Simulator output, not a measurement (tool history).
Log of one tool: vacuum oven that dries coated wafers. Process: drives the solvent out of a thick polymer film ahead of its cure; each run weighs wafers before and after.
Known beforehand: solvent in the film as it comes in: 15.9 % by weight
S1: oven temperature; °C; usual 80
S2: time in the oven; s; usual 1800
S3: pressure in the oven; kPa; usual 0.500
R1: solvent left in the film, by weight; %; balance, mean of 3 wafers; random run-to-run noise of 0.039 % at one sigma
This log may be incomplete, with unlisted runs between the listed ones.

| run | hour | S1 | S2 | S3 | R1 |
|---|---|---|---|---|---|
| 1 | 0.0 | 80 | 1800 | 0.500 | 2.08 |
| 2 | 6.4 | 80 | 1800 | 0.500 | 2.09 |
| 3 | 20.6 | 80 | 1800 | 0.500 | 2.15 |
| 4 | 30.1 | 93 | 1800 | 0.500 | 0.33 |
| 5 | 43.8 | 93 | 1800 | 0.500 | 0.33 |
| 6 | 56.3 | 80 | 1800 | 0.500 | 2.14 |
| 7 | 63.5 | 80 | 2280 | 0.500 | 1.38 |
| 8 | 71.3 | 83 | 1800 | 0.500 | 1.47 |
| 9 | 78.8 | 83 | 1800 | 0.500 | 1.50 |
| 10 | 89.0 | 83 | 1800 | 0.500 | 1.43 |
| 11 | 97.8 | 80 | 1800 | 0.500 | 2.13 |
| 12 | 111.8 | 80 | 1800 | 0.500 | 2.09 |
| 13 | 124.0 | 80 | 1800 | 0.500 | 2.14 |
| 14 | 137.5 | 80 | 1800 | 0.500 | 2.18 |
| 15 | 146.3 | 80 | 1380 | 0.500 | 3.07 |
| 16 | 154.8 | 80 | 1380 | 0.500 | 3.14 |
| 17 | 168.3 | 80 | 1380 | 0.500 | 3.18 |
| 18 | 178.4 | 80 | 1380 | 0.500 | 3.11 |
| 19 | 186.6 | 80 | 1800 | 0.500 | 2.23 |
| 20 | 194.7 | 80 | 1800 | 0.500 | 2.09 |
| 21 | 208.3 | 90 | 1800 | 0.500 | 0.52 |
| 22 | 221.0 | 80 | 1800 | 1.032 | 2.46 |
| 23 | 232.6 | 80 | 1800 | 1.032 | 2.47 |
| 24 | 243.3 | 89 | 2760 | 0.705 | 0.37 |
| 25 | 251.8 | 89 | 2760 | 0.705 | 0.39 |
| 26 | 264.6 | 89 | 2760 | 0.705 | 0.45 |
| 27 | 280.2 | 74 | 3060 | 1.154 | 2.42 |
| 28 | 293.3 | 80 | 1800 | 1.152 | 2.47 |
| 29 | 301.5 | 76 | 1800 | 1.492 | 3.97 |
| 30 | 308.3 | 76 | 2280 | 1.492 | 3.09 |
| 31 | 322.7 | 87 | 2280 | 0.940 | 0.74 |
| 32 | 332.8 | 93 | 900 | 1.332 | 1.69 |
| 33 | 339.9 | 88 | 1200 | 0.261 | 1.42 |
| 34 | 352.1 | 68 | 1320 | 1.431 | 7.99 |
| 35 | 367.1 | 68 | 1320 | 1.431 | 7.92 |
| 36 | 377.7 | 68 | 1320 | 1.431 | 7.95 |
| 37 | 392.0 | 90 | 1260 | 0.877 | 1.15 |
| 38 | 406.7 | 90 | 1260 | 0.877 | 1.20 |
| 39 | 413.3 | 90 | 1260 | 0.475 | 1.02 |
| 40 | 426.1 | 95 | 1620 | 0.378 | 0.27 |
| 41 | 441.1 | 95 | 1620 | 0.378 | 0.29 |
| 42 | 451.6 | 80 | 960 | 0.500 | 4.81 |
| 43 | 458.6 | 80 | 1620 | 0.907 | 2.76 |
| 44 | 472.6 | 80 | 1620 | 0.907 | 2.78 |
| 45 | 481.6 | 91 | 1020 | 0.542 | 1.40 |
| 46 | 494.4 | 93 | 1440 | 0.500 | 0.43 |

Branching from run 46: 4 alternative next runs. What would each branch give?
| A | 508.9 | 93 | 2640 | 0.500 | ? |
| B | 508.9 | 93 | 1440 | 1.704 | ? |
| C | 508.9 | 68 | 3120 | 0.500 | ? |
| D | 508.9 | 66 | 1560 | 0.415 | ? |

| run | R1 |
|---|---|
| A | 0.21 |
| B | 0.95 |
| C | 3.67 |
| D | 7.36 |
Stripped of hidden state, with their random variation kept, the same runs would have yielded:
| run | R1 |
|---|---|
| A | 0.21 |
| B | 0.95 |
| C | 3.68 |
| D | 7.36 |
